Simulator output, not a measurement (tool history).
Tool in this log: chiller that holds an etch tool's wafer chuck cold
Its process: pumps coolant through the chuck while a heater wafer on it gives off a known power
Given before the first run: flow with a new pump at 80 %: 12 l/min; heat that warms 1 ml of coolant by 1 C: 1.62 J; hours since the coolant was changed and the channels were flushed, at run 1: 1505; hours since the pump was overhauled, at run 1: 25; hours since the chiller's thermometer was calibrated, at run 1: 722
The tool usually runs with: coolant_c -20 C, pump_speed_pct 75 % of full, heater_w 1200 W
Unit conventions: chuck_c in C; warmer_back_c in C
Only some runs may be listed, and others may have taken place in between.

run     day  coolant_c  pump_speed_pct  heater_w  hours since the coolant was changed and the channels were flushed  hours since the pump was overhauled  hours since the chiller's thermometer was calibrated  chuck_c  warmer_back_c
  1   0.000        -20              75      1200                                                               1505                                   25                                                   722    -9.57           3.96
  2   1.083        -20              75      1200                                                               1531                                   51                                                   748    -9.64           3.94
  3   1.762        -20              75      1200                                                               1547                                   67                                                   764    -9.41           3.97
  4   2.483        -20              75      1200                                                               1564                                   85                                                   782    -9.68           3.93
  5   3.404        -20              75      1514                                                               1586                                  107                                                   804    -6.85           4.97
  6   4.367        -20              75      1514                                                               1609                                  130                                                   827    -6.80           5.00
  7   5.396        -20              75      1514                                                               1634                                  154                                                   851    -6.77           5.02
  8   6.388        -20              75      1514                                                               1658                                  178                                                   875    -6.73           5.04
  9   7.142        -20              75      1514                                                               1676                                  196                                                   893    -6.86           4.97
 10   7.762        -20              75      1514                                                               1691                                  211                                                   908    -6.61           5.02
 11   9.242        -20              75      1200                                                               1726                                  247                                                   944    -9.52           4.02
 12  10.692        -20              75      1200                                                               1761                                  281                                                   979    -9.62           4.01
 13  11.758        -20              98       960                                                               1787                                  307                                                  1004   -13.43           2.49
 14  13.229        -22              72       634                                                               1822                                  342                                                  1039   -16.46           2.19
 15  14.533        -22              72       634                                                               1853                                  374                                                  1071   -16.44           2.25
 16  15.196        -22              72       707                                                               1869                                  390                                                  1087   -15.47           2.43
 17  16.042        -14              75       636                                                               1890                                  410                                                  1107    -8.82           2.11
 18  17.558        -14              75       636                                                               1926                                  446                                                  1143    -8.61           2.12
 19  18.250        -15              75       893                                                               1943                                  463                                                  1160    -7.26           2.95
 20  19.279        -20              75       733                                                               1967                                  488                                                  1185   -13.83           2.45
 21  19.892        -20              75       733                                                               1982                                  502                                                  1199   -13.69           2.45
 22  20.771        -12              75      1119                                                               2003                                  523                                                  1221    -2.21           3.74
 23  21.392        -15              61       918                                                               2018                                  538                                                  1235    -5.17           3.81

Each row is a separate what-if for the run after 23, all from the same tool condition, not one after another. Results?
  A  22.862        -26              63      1058                                                               2053                                  574                                                  1271        ?              ?
  B  22.862        -20              67      1200                                                               2053                                  574                                                  1271        ?              ?
  C  22.862        -15              81       816                                                               2053                                  574                                                  1271        ?              ?
  D  22.862        -17              75      1200                                                               2053                                  574                                                  1271        ?              ?

run  chuck_c  warmer_back_c
  A   -15.01           4.18
  B    -8.47           4.53
  C    -8.63           2.52
  D    -6.46           4.01
Take away the tool's hidden state, keep each run's random variation, and the runs would have read:
run  chuck_c  warmer_back_c
  A   -15.28           4.11
  B    -8.79           4.45
  C    -8.67           2.47
  D    -6.71           3.94
